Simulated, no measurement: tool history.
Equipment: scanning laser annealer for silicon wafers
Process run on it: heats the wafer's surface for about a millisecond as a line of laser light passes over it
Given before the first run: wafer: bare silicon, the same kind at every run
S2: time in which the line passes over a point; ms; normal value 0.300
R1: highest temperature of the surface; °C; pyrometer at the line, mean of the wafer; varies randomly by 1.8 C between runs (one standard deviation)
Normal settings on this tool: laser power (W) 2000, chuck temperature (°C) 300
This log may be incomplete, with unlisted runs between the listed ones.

{"run": 1, "hour": 0.0, "laser power (W)": 2000, "S2": 0.3, "chuck temperature (°C)": 300, "R1": 961}
{"run": 2, "hour": 16.5, "laser power (W)": 2000, "S2": 0.3, "chuck temperature (°C)": 300, "R1": 958}
{"run": 3, "hour": 51.9, "laser power (W)": 2000, "S2": 0.251, "chuck temperature (°C)": 300, "R1": 910}
{"run": 4, "hour": 81.1, "laser power (W)": 2000, "S2": 0.3, "chuck temperature (°C)": 300, "R1": 958}
{"run": 5, "hour": 115.6, "laser power (W)": 2000, "S2": 0.3, "chuck temperature (°C)": 298, "R1": 953}
{"run": 6, "hour": 146.3, "laser power (W)": 2000, "S2": 0.3, "chuck temperature (°C)": 298, "R1": 949}
{"run": 7, "hour": 173.1, "laser power (W)": 2000, "S2": 0.3, "chuck temperature (°C)": 298, "R1": 950}
{"run": 8, "hour": 193.7, "laser power (W)": 2000, "S2": 0.3, "chuck temperature (°C)": 298, "R1": 945}
{"run": 9, "hour": 221.5, "laser power (W)": 2000, "S2": 0.3, "chuck temperature (°C)": 273, "R1": 920}
{"run": 10, "hour": 252.7, "laser power (W)": 2000, "S2": 0.3, "chuck temperature (°C)": 273, "R1": 922}
{"run": 11, "hour": 278.9, "laser power (W)": 2000, "S2": 0.3, "chuck temperature (°C)": 300, "R1": 949}
{"run": 12, "hour": 315.8, "laser power (W)": 2000, "S2": 0.3, "chuck temperature (°C)": 300, "R1": 980}
{"run": 13, "hour": 336.1, "laser power (W)": 2000, "S2": 0.329, "chuck temperature (°C)": 300, "R1": 1006}
{"run": 14, "hour": 360.4, "laser power (W)": 2000, "S2": 0.3, "chuck temperature (°C)": 261, "R1": 938}
{"run": 15, "hour": 376.3, "laser power (W)": 1947, "S2": 0.312, "chuck temperature (°C)": 300, "R1": 963}
{"run": 16, "hour": 392.0, "laser power (W)": 2160, "S2": 0.35, "chuck temperature (°C)": 323, "R1": 1125}
{"run": 17, "hour": 411.1, "laser power (W)": 2000, "S2": 0.3, "chuck temperature (°C)": 293, "R1": 967}
{"run": 18, "hour": 447.9, "laser power (W)": 2172, "S2": 0.279, "chuck temperature (°C)": 265, "R1": 991}
{"run": 19, "hour": 475.0, "laser power (W)": 1816, "S2": 0.215, "chuck temperature (°C)": 309, "R1": 820}
{"run": 20, "hour": 510.0, "laser power (W)": 1734, "S2": 0.329, "chuck temperature (°C)": 284, "R1": 861}
{"run": 21, "hour": 546.1, "laser power (W)": 2000, "S2": 0.224, "chuck temperature (°C)": 282, "R1": 865}
{"run": 22, "hour": 578.6, "laser power (W)": 1765, "S2": 0.337, "chuck temperature (°C)": 289, "R1": 884}
{"run": 23, "hour": 619.5, "laser power (W)": 1765, "S2": 0.337, "chuck temperature (°C)": 289, "R1": 895}
{"run": 24, "hour": 647.1, "laser power (W)": 1765, "S2": 0.275, "chuck temperature (°C)": 328, "R1": 879}
{"run": 25, "hour": 680.5, "laser power (W)": 1773, "S2": 0.273, "chuck temperature (°C)": 285, "R1": 835}
{"run": 26, "hour": 696.3, "laser power (W)": 1773, "S2": 0.273, "chuck temperature (°C)": 285, "R1": 840}
{"run": 27, "hour": 723.6, "laser power (W)": 1773, "S2": 0.273, "chuck temperature (°C)": 297, "R1": 848}

Taken out of this log: 2 entries between the listed runs. Where each belongs, and how the hidden state differs across it:
Run 11 -> run 12: window over the wafer cleaned (hour 302.6)
  light that passes the window, % of a clean one's: 96.22 -> 99.81; laser's true power over the reading, %: -0.45 -> -0.46; width of the line over the set one, %: 2.83 -> 2.87
  the result without the hidden state subtracted from the measured one, R1: -55 -> -23 °C
Run 22 -> run 23: optics aligned, line set to its width (hour 612.2)
  light that passes the window, % of a clean one's: 98.67 -> 98.5; laser's true power over the reading, %: -0.54 -> -0.55; width of the line over the set one, %: 3.21 -> 0.42
  the result without the hidden state subtracted from the measured one, R1: -32 -> -20 °C

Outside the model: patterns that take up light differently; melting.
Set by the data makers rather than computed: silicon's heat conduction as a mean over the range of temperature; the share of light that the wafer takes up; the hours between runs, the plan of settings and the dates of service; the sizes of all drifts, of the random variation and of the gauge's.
